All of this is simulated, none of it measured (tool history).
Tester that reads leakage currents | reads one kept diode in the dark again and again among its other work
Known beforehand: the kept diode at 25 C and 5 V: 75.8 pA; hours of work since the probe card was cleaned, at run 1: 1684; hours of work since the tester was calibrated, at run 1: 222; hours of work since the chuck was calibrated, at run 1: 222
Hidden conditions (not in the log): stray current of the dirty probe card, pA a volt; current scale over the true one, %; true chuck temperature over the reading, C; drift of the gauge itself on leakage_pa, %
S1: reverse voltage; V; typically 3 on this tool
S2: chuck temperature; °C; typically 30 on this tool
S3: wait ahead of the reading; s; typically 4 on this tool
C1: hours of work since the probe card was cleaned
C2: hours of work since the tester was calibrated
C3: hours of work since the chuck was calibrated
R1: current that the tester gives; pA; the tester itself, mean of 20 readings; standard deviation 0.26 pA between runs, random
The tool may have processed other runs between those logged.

{"run": 1, "hour": 0.0, "S1": 3, "S2": 30, "S3": 4, "C1": 1684, "C2": 222, "C3": 222, "R1": 87.96}
{"run": 2, "hour": 186.1, "S1": 3.94, "S2": 30, "S3": 4, "C1": 1822, "C2": 361, "C3": 361, "R1": 103.62}
{"run": 3, "hour": 329.6, "S1": 3.94, "S2": 30, "S3": 4, "C1": 1929, "C2": 467, "C3": 467, "R1": 103.97}
{"run": 4, "hour": 465.7, "S1": 3, "S2": 30, "S3": 3.37, "C1": 2030, "C2": 568, "C3": 568, "R1": 89.79}
{"hour": 581.4, "done": "probe card cleaned and baked"}
{"run": 5, "hour": 651.4, "S1": 3, "S2": 30, "S3": 8.59, "C1": 52, "C2": 704, "C3": 704, "R1": 87.71}
{"hour": 793.1, "done": "chuck's temperature calibrated"}
{"run": 6, "hour": 860.6, "S1": 2.77, "S2": 30, "S3": 4, "C1": 206, "C2": 857, "C3": 50, "R1": 81.24}
{"run": 7, "hour": 1052.3, "S1": 2.77, "S2": 30, "S3": 4, "C1": 348, "C2": 1000, "C3": 192, "R1": 81.44}
{"run": 8, "hour": 1207.4, "S1": 3, "S2": 30, "S3": 4, "C1": 463, "C2": 1115, "C3": 307, "R1": 86.08}
{"run": 9, "hour": 1411.5, "S1": 3, "S2": 30, "S3": 4, "C1": 615, "C2": 1266, "C3": 459, "R1": 86.49}
{"run": 10, "hour": 1499.1, "S1": 3, "S2": 30, "S3": 4, "C1": 680, "C2": 1331, "C3": 524, "R1": 87.22}
{"run": 11, "hour": 1619.8, "S1": 3, "S2": 30, "S3": 3.3, "C1": 769, "C2": 1421, "C3": 614, "R1": 87.9}
{"run": 12, "hour": 1744.5, "S1": 3, "S2": 30, "S3": 3.3, "C1": 862, "C2": 1513, "C3": 706, "R1": 88.25}
{"hour": 1894.0, "done": "chuck's temperature calibrated"}
{"run": 13, "hour": 1910.7, "S1": 3, "S2": 30, "S3": 3.3, "C1": 984, "C2": 1635, "C3": 12, "R1": 84.66}
{"run": 14, "hour": 2076.7, "S1": 3, "S2": 31, "S3": 4, "C1": 1107, "C2": 1758, "C3": 136, "R1": 91.59}
{"run": 15, "hour": 2256.0, "S1": 3, "S2": 31, "S3": 0.63, "C1": 1240, "C2": 1892, "C3": 269, "R1": 94.03}
{"run": 16, "hour": 2397.5, "S1": 3, "S2": 31, "S3": 0.63, "C1": 1345, "C2": 1997, "C3": 374, "R1": 94.25}
{"run": 17, "hour": 2553.1, "S1": 3, "S2": 29, "S3": 0.63, "C1": 1460, "C2": 2112, "C3": 489, "R1": 82.68}
{"run": 18, "hour": 2733.6, "S1": 3, "S2": 30, "S3": 4, "C1": 1594, "C2": 2246, "C3": 623, "R1": 88.36}
{"run": 19, "hour": 2827.2, "S1": 3, "S2": 30, "S3": 4, "C1": 1664, "C2": 2315, "C3": 693, "R1": 88.54}
{"hour": 2991.4, "done": "chuck's temperature calibrated"}
{"run": 20, "hour": 3004.0, "S1": 3.65, "S2": 52, "S3": 0.61, "C1": 1794, "C2": 2445, "C3": 9, "R1": 432.28}
{"run": 21, "hour": 3139.1, "S1": 3, "S2": 30, "S3": 0.33, "C1": 1894, "C2": 2545, "C3": 110, "R1": 89.84}
{"run": 22, "hour": 3237.9, "S1": 3.04, "S2": 30, "S3": 4, "C1": 1967, "C2": 2619, "C3": 183, "R1": 88.07}
{"hour": 3429.4, "done": "probe card cleaned and baked"}
{"run": 23, "hour": 3438.5, "S1": 3.04, "S2": 30, "S3": 4, "C1": 7, "C2": 2765, "C3": 330, "R1": 86.71}
{"run": 24, "hour": 3603.4, "S1": 3, "S2": 52, "S3": 4, "C1": 129, "C2": 2888, "C3": 452, "R1": 392.67}
{"run": 25, "hour": 3733.4, "S1": 2.29, "S2": 24, "S3": 4, "C1": 226, "C2": 2984, "C3": 548, "R1": 48.42}
{"run": 26, "hour": 3871.6, "S1": 2.29, "S2": 24, "S3": 4, "C1": 328, "C2": 3087, "C3": 651, "R1": 48.68}
{"run": 27, "hour": 4074.7, "S1": 1.76, "S2": 24, "S3": 7.27, "C1": 479, "C2": 3238, "C3": 802, "R1": 42.61}
{"hour": 4087.3, "done": "chuck's temperature calibrated"}
{"run": 28, "hour": 4254.4, "S1": 4.76, "S2": 30, "S3": 4, "C1": 611, "C2": 3370, "C3": 124, "R1": 110.87}
{"run": 29, "hour": 4415.2, "S1": 1.29, "S2": 31, "S3": 8.29, "C1": 730, "C2": 3489, "C3": 243, "R1": 59.49}
{"run": 30, "hour": 4625.5, "S1": 1.29, "S2": 35, "S3": 3.47, "C1": 886, "C2": 3645, "C3": 399, "R1": 79.84}
{"run": 31, "hour": 4784.0, "S1": 1.16, "S2": 20, "S3": 4, "C1": 1004, "C2": 3763, "C3": 517, "R1": 25.19}
{"run": 32, "hour": 4871.4, "S1": 19.84, "S2": 30, "S3": 4, "C1": 1069, "C2": 3827, "C3": 582, "R1": 251.48}
{"run": 33, "hour": 5072.5, "S1": 19.84, "S2": 30, "S3": 4, "C1": 1218, "C2": 3977, "C3": 731, "R1": 255.02}
{"hour": 5179.6, "done": "chuck's temperature calibrated"}
{"run": 34, "hour": 5243.0, "S1": 8.25, "S2": 28, "S3": 0.83, "C1": 1343, "C2": 4102, "C3": 47, "R1": 133.54}
{"run": 35, "hour": 5436.4, "S1": 8.25, "S2": 24, "S3": 2.03, "C1": 1487, "C2": 4245, "C3": 191, "R1": 100.26}
{"run": 36, "hour": 5546.1, "S1": 6.26, "S2": 20, "S3": 0.66, "C1": 1568, "C2": 4327, "C3": 272, "R1": 66.97}
{"run": 37, "hour": 5665.4, "S1": 6.26, "S2": 20, "S3": 0.66, "C1": 1657, "C2": 4415, "C3": 361, "R1": 67.69}
{"run": 38, "hour": 5804.4, "S1": 6.26, "S2": 20, "S3": 0.66, "C1": 1760, "C2": 4518, "C3": 464, "R1": 68.31}

Pick out some run-to-run changes in R1. Of each, how much would a tool without hidden state show as well, from the settings, what came in and chance, and how much is left for the hidden state and any gauge scatter not in both results compared?
Run 19 -> 20: S1 3 -> 3.65, S2 30 -> 52, S3 4 -> 0.61, chuck's temperature calibrated. R1 +343.74 pA: hidden state -2.2, all else +345.94.
Run 20 -> 21: S1 3.65 -> 3, S2 52 -> 30, S3 0.61 -> 0.33. R1 -342.44 pA: hidden state +0.56, all else -343.
Run 23 -> 24: S1 3.04 -> 3, S2 30 -> 52. R1 +305.96 pA: hidden state +7.03, all else +298.93.
Run 24 -> 25: S1 3 -> 2.29, S2 52 -> 24. R1 -344.25 pA: hidden state -6.75, all else -337.5.
Run 31 -> 32: S1 1.16 -> 19.84, S2 20 -> 30. R1 +226.29 pA: hidden state +17.7, all else +208.59.
Run 33 -> 34: S1 19.84 -> 8.25, S2 30 -> 28, S3 4 -> 0.83, chuck's temperature calibrated. R1 -121.48 pA: hidden state -16.63, all else -104.85.
